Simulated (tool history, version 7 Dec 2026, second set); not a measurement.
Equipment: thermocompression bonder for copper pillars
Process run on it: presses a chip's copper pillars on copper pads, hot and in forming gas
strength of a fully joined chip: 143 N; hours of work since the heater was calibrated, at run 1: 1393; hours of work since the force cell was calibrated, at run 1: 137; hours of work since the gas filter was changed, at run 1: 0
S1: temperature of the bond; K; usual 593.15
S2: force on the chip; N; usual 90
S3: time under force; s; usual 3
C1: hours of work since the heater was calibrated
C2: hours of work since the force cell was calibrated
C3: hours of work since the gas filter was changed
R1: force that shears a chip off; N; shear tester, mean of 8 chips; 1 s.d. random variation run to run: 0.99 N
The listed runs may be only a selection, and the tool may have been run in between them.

run,hour,S1,S2,S3,C1,C2,C3,R1
1,0.0,593.15,90,3,1393,137,0,78.7
2,59.4,620.15,90,3,1418,162,25,97.3
3,146.5,620.15,75,3,1455,199,62,84.5
4,221.7,593.15,102,3,1486,230,94,87.0
5,269.5,593.15,102,3,1507,250,114,87.3
6,330.3,593.15,102,3,1532,276,139,85.5
7,373.4,603.15,102,3,1550,294,158,91.2
# hour 464.2: forming gas filter changed
8,471.4,603.15,102,3,1592,335,3,95.4
9,559.7,603.15,102,3,1629,373,40,94.2
10,632.4,589.15,102,3,1659,403,71,83.0
11,714.7,589.15,102,3,1694,438,106,83.2
12,788.8,589.15,102,3,1726,469,137,81.4
# hour 802.8: heater calibrated with a thermocouple chip
13,835.7,589.15,102,3,14,488,156,88.5
14,898.7,589.15,102,3,40,515,183,90.4
# hour 932.3: forming gas filter changed
15,942.6,589.15,102,3,59,533,4,93.2
16,1015.4,589.15,102,3,90,564,35,93.6
17,1103.1,593.15,90,3,127,601,72,85.7
18,1149.6,593.15,90,3,146,621,92,85.1
19,1201.7,593.15,90,3,168,643,114,88.0
20,1279.6,593.15,57,3,201,675,147,55.9
21,1335.8,599.15,56,6,225,699,170,74.7
# hour 1399.3: forming gas filter changed
22,1402.5,599.15,128,3,253,727,1,117.4
23,1454.1,612.15,102,3,274,749,23,112.1
24,1538.7,593.15,90,2,310,785,59,77.1
# hour 1547.8: force cell calibrated
25,1602.6,574.15,74,5,336,23,85,73.5
26,1659.0,617.15,74,7,360,47,109,113.1
27,1702.4,584.15,115,7,379,65,127,118.2
28,1789.2,584.15,115,7,415,102,164,116.8
29,1855.3,584.15,115,7,443,130,192,116.4
# hour 1866.6: forming gas filter changed
30,1912.8,584.15,115,7,467,154,20,121.8
31,1962.8,591.15,61,7,488,175,41,83.9
32,2034.2,620.15,63,2,518,205,71,73.5
# hour 2074.1: force cell calibrated, once more
33,2119.9,620.15,63,2,554,19,106,64.2
34,2172.3,570.15,63,2,576,41,128,35.3
35,2251.0,593.15,90,6,609,75,162,97.4
36,2295.2,567.15,94,3,628,93,180,62.1
# hour 2337.1: forming gas filter changed
37,2386.8,608.15,90,3,666,132,21,92.5
38,2477.4,608.15,90,3,705,170,59,92.0
39,2520.6,593.15,90,2,723,188,77,71.1
40,2575.1,593.15,90,2,746,211,100,69.7

How the hidden state differs across the entries between the runs, from the last listed run before each to the first after it:
Runs 7 to 8: forming gas filter changed (hour 464.2)
  true temperature of the bond over the reading, C: -11.4 -> -11.8; force that reaches the chip, % of what is set: 103.3 -> 103.7; oxide that the forming gas leaves, % of the face: 4.03 -> 0.57
  measured minus no-state result, R1: -9.2 -> -5.8 N
Runs 12 to 13: heater calibrated with a thermocouple chip (hour 802.8)
  true temperature of the bond over the reading, C: -12.8 -> -0.6; force that reaches the chip, % of what is set: 105.1 -> 105.3; oxide that the forming gas leaves, % of the face: 3.68 -> 4.08
  measured minus no-state result, R1: -8.8 -> -0.2 N
Runs 14 to 15: forming gas filter changed (hour 932.3)
  true temperature of the bond over the reading, C: -0.8 -> -0.9; force that reaches the chip, % of what is set: 105.5 -> 105.7; oxide that the forming gas leaves, % of the face: 4.67 -> 0.63
  measured minus no-state result, R1: -0.7 -> +3.1 N
Runs 21 to 22: forming gas filter changed (hour 1399.3)
  true temperature of the bond over the reading, C: -2.2 -> -2.4; force that reaches the chip, % of what is set: 107.4 -> 107.7; oxide that the forming gas leaves, % of the face: 4.59 -> 0.53
  measured minus no-state result, R1: +0.3 -> +3.0 N
Runs 24 to 25: force cell calibrated (hour 1547.8)
  true temperature of the bond over the reading, C: -2.8 -> -3; force that reaches the chip, % of what is set: 108.3 -> 112.1; oxide that the forming gas leaves, % of the face: 1.76 -> 2.36
  measured minus no-state result, R1: +2.5 -> +4.1 N
Runs 29 to 30: forming gas filter changed (hour 1866.6)
  true temperature of the bond over the reading, C: -3.8 -> -4; force that reaches the chip, % of what is set: 113.2 -> 113.4; oxide that the forming gas leaves, % of the face: 4.76 -> 1.03
  measured minus no-state result, R1: -0.4 -> +4.2 N
Runs 32 to 33: force cell calibrated, once more (hour 2074.1)
  true temperature of the bond over the reading, C: -4.4 -> -4.7; force that reaches the chip, % of what is set: 113.9 -> 100.4; oxide that the forming gas leaves, % of the face: 2.25 -> 3.09
  measured minus no-state result, R1: +4.7 -> -4.4 N
Runs 36 to 37: forming gas filter changed (hour 2337.1)
  true temperature of the bond over the reading, C: -5.3 -> -5.5; force that reaches the chip, % of what is set: 101.1 -> 101.5; oxide that the forming gas leaves, % of the face: 4.79 -> 1.09
  measured minus no-state result, R1: -6.0 -> -3.4 N
